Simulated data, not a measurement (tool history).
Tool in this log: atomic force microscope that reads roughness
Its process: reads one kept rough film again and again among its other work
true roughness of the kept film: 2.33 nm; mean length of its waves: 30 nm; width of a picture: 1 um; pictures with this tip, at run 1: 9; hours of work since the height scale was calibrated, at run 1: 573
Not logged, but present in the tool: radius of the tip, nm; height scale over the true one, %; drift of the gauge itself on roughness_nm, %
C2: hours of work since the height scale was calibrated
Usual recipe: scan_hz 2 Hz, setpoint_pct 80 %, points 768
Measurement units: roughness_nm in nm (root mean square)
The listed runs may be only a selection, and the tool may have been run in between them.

{"run": 1, "hour": 0.0, "scan_hz": 2, "setpoint_pct": 80, "points": 768, "pictures with this tip": 9, "C2": 573, "roughness_nm": 1.812}
{"run": 2, "hour": 37.7, "scan_hz": 2, "setpoint_pct": 80, "points": 548, "pictures with this tip": 69, "C2": 597, "roughness_nm": 1.65}
{"run": 3, "hour": 75.6, "scan_hz": 0.98, "setpoint_pct": 80, "points": 768, "pictures with this tip": 128, "C2": 620, "roughness_nm": 1.62}
{"hour": 82.1, "done": "new tip fitted"}
{"run": 4, "hour": 117.0, "scan_hz": 0.98, "setpoint_pct": 80, "points": 768, "pictures with this tip": 55, "C2": 646, "roughness_nm": 1.824}
{"run": 5, "hour": 160.0, "scan_hz": 0.98, "setpoint_pct": 80, "points": 714, "pictures with this tip": 123, "C2": 673, "roughness_nm": 1.635}
{"hour": 166.2, "done": "new tip fitted"}
{"run": 6, "hour": 223.7, "scan_hz": 2, "setpoint_pct": 80, "points": 768, "pictures with this tip": 90, "C2": 712, "roughness_nm": 1.583}
{"hour": 251.5, "done": "new tip fitted"}
{"run": 7, "hour": 281.6, "scan_hz": 2, "setpoint_pct": 85, "points": 768, "pictures with this tip": 47, "C2": 748, "roughness_nm": 1.647}
{"run": 8, "hour": 329.8, "scan_hz": 2, "setpoint_pct": 80, "points": 268, "pictures with this tip": 122, "C2": 778, "roughness_nm": 1.494}
{"hour": 335.9, "done": "new tip fitted"}
{"run": 9, "hour": 365.8, "scan_hz": 2, "setpoint_pct": 80, "points": 268, "pictures with this tip": 47, "C2": 800, "roughness_nm": 1.654}
{"run": 10, "hour": 405.5, "scan_hz": 2.15, "setpoint_pct": 80, "points": 268, "pictures with this tip": 109, "C2": 825, "roughness_nm": 1.483}
{"hour": 420.2, "done": "new tip fitted"}
{"run": 11, "hour": 445.5, "scan_hz": 2.15, "setpoint_pct": 80, "points": 268, "pictures with this tip": 39, "C2": 849, "roughness_nm": 1.692}
{"run": 12, "hour": 487.7, "scan_hz": 2, "setpoint_pct": 80, "points": 768, "pictures with this tip": 106, "C2": 875, "roughness_nm": 1.552}
{"hour": 504.3, "done": "new tip fitted"}
{"run": 13, "hour": 534.2, "scan_hz": 2, "setpoint_pct": 80, "points": 768, "pictures with this tip": 47, "C2": 904, "roughness_nm": 1.73}
{"hour": 589.2, "done": "new tip fitted"}
{"run": 14, "hour": 595.4, "scan_hz": 2, "setpoint_pct": 80, "points": 768, "pictures with this tip": 10, "C2": 942, "roughness_nm": 1.83}
{"run": 15, "hour": 655.0, "scan_hz": 2, "setpoint_pct": 80, "points": 768, "pictures with this tip": 104, "C2": 979, "roughness_nm": 1.561}
{"hour": 674.9, "done": "new tip fitted"}
{"run": 16, "hour": 690.9, "scan_hz": 2, "setpoint_pct": 80, "points": 768, "pictures with this tip": 25, "C2": 1001, "roughness_nm": 1.787}
{"run": 17, "hour": 733.8, "scan_hz": 2, "setpoint_pct": 80, "points": 768, "pictures with this tip": 92, "C2": 1028, "roughness_nm": 1.584}
{"hour": 759.1, "done": "new tip fitted"}
{"run": 18, "hour": 771.3, "scan_hz": 2, "setpoint_pct": 80, "points": 768, "pictures with this tip": 19, "C2": 1051, "roughness_nm": 1.79}
{"run": 19, "hour": 813.0, "scan_hz": 2, "setpoint_pct": 69, "points": 768, "pictures with this tip": 85, "C2": 1077, "roughness_nm": 1.752}
{"hour": 846.3, "done": "new tip fitted"}
{"run": 20, "hour": 866.9, "scan_hz": 2, "setpoint_pct": 69, "points": 768, "pictures with this tip": 32, "C2": 1110, "roughness_nm": 1.88}
{"hour": 884.1, "done": "height scale calibrated on a step standard"}
{"run": 21, "hour": 903.7, "scan_hz": 2, "setpoint_pct": 69, "points": 768, "pictures with this tip": 89, "C2": 12, "roughness_nm": 1.672}
{"hour": 931.8, "done": "new tip fitted"}
{"run": 22, "hour": 941.6, "scan_hz": 2, "setpoint_pct": 88, "points": 768, "pictures with this tip": 15, "C2": 35, "roughness_nm": 1.662}
{"run": 23, "hour": 989.3, "scan_hz": 2, "setpoint_pct": 88, "points": 768, "pictures with this tip": 90, "C2": 65, "roughness_nm": 1.474}
{"hour": 1014.9, "done": "new tip fitted"}
{"run": 24, "hour": 1032.4, "scan_hz": 2, "setpoint_pct": 88, "points": 768, "pictures with this tip": 27, "C2": 92, "roughness_nm": 1.624}
{"run": 25, "hour": 1061.0, "scan_hz": 2, "setpoint_pct": 88, "points": 768, "pictures with this tip": 72, "C2": 110, "roughness_nm": 1.503}
{"run": 26, "hour": 1090.3, "scan_hz": 2, "setpoint_pct": 63, "points": 768, "pictures with this tip": 118, "C2": 128, "roughness_nm": 1.667}
{"hour": 1098.7, "done": "new tip fitted"}
{"run": 27, "hour": 1143.0, "scan_hz": 2.05, "setpoint_pct": 63, "points": 377, "pictures with this tip": 70, "C2": 160, "roughness_nm": 1.802}
{"hour": 1184.3, "done": "new tip fitted"}
{"run": 28, "hour": 1201.8, "scan_hz": 2.42, "setpoint_pct": 80, "points": 992, "pictures with this tip": 27, "C2": 197, "roughness_nm": 1.691}
{"run": 29, "hour": 1250.8, "scan_hz": 2.42, "setpoint_pct": 80, "points": 992, "pictures with this tip": 104, "C2": 227, "roughness_nm": 1.503}
{"hour": 1271.8, "done": "new tip fitted"}
{"run": 30, "hour": 1307.7, "scan_hz": 0.65, "setpoint_pct": 80, "points": 768, "pictures with this tip": 57, "C2": 262, "roughness_nm": 1.85}
{"run": 31, "hour": 1348.8, "scan_hz": 1.24, "setpoint_pct": 77, "points": 768, "pictures with this tip": 121, "C2": 288, "roughness_nm": 1.632}
{"hour": 1356.5, "done": "new tip fitted"}
{"run": 32, "hour": 1379.1, "scan_hz": 1.24, "setpoint_pct": 77, "points": 768, "pictures with this tip": 36, "C2": 306, "roughness_nm": 1.877}
{"run": 33, "hour": 1419.3, "scan_hz": 1.24, "setpoint_pct": 77, "points": 768, "pictures with this tip": 99, "C2": 331, "roughness_nm": 1.666}
{"hour": 1442.9, "done": "new tip fitted"}
{"run": 34, "hour": 1477.3, "scan_hz": 2.88, "setpoint_pct": 89, "points": 498, "pictures with this tip": 54, "C2": 367, "roughness_nm": 1.398}
{"hour": 1528.7, "done": "new tip fitted"}
{"run": 35, "hour": 1544.1, "scan_hz": 1.4, "setpoint_pct": 87, "points": 280, "pictures with this tip": 24, "C2": 408, "roughness_nm": 1.754}
{"run": 36, "hour": 1603.1, "scan_hz": 1.4, "setpoint_pct": 87, "points": 280, "pictures with this tip": 117, "C2": 445, "roughness_nm": 1.519}
{"hour": 1613.8, "done": "new tip fitted"}
{"run": 37, "hour": 1662.1, "scan_hz": 1.4, "setpoint_pct": 87, "points": 280, "pictures with this tip": 75, "C2": 482, "roughness_nm": 1.614}
{"hour": 1702.4, "done": "new tip fitted"}
{"run": 38, "hour": 1727.0, "scan_hz": 2, "setpoint_pct": 70, "points": 768, "pictures with this tip": 38, "C2": 522, "roughness_nm": 1.857}
{"run": 39, "hour": 1754.3, "scan_hz": 3.11, "setpoint_pct": 80, "points": 768, "pictures with this tip": 81, "C2": 539, "roughness_nm": 1.512}
{"run": 40, "hour": 1784.1, "scan_hz": 3.11, "setpoint_pct": 80, "points": 768, "pictures with this tip": 128, "C2": 557, "roughness_nm": 1.396}
{"hour": 1788.6, "done": "new tip fitted"}
{"run": 41, "hour": 1834.8, "scan_hz": 1.2, "setpoint_pct": 63, "points": 844, "pictures with this tip": 73, "C2": 588, "roughness_nm": 1.837}
{"hour": 1873.7, "done": "new tip fitted"}
{"run": 42, "hour": 1886.8, "scan_hz": 1.2, "setpoint_pct": 63, "points": 844, "pictures with this tip": 20, "C2": 621, "roughness_nm": 2.033}
{"run": 43, "hour": 1928.8, "scan_hz": 1.97, "setpoint_pct": 66, "points": 294, "pictures with this tip": 86, "C2": 647, "roughness_nm": 1.731}
{"hour": 1957.0, "done": "new tip fitted"}
{"run": 44, "hour": 1957.0, "scan_hz": 1.97, "setpoint_pct": 66, "points": 294, "pictures with this tip": 0, "C2": 664, "roughness_nm": 1.984}

Forecast run 45:
{"run": 45, "hour": 1991.7, "scan_hz": 1.97, "setpoint_pct": 66, "points": 294, "pictures with this tip": 54, "C2": 686, "roughness_nm": "?"}

{"run 45": {"roughness_nm": 1.797}}
Take away the tool's hidden state, keep the run-to-run variation as it was, and the same run would have given roughness_nm 1.963 nm (root mean square).
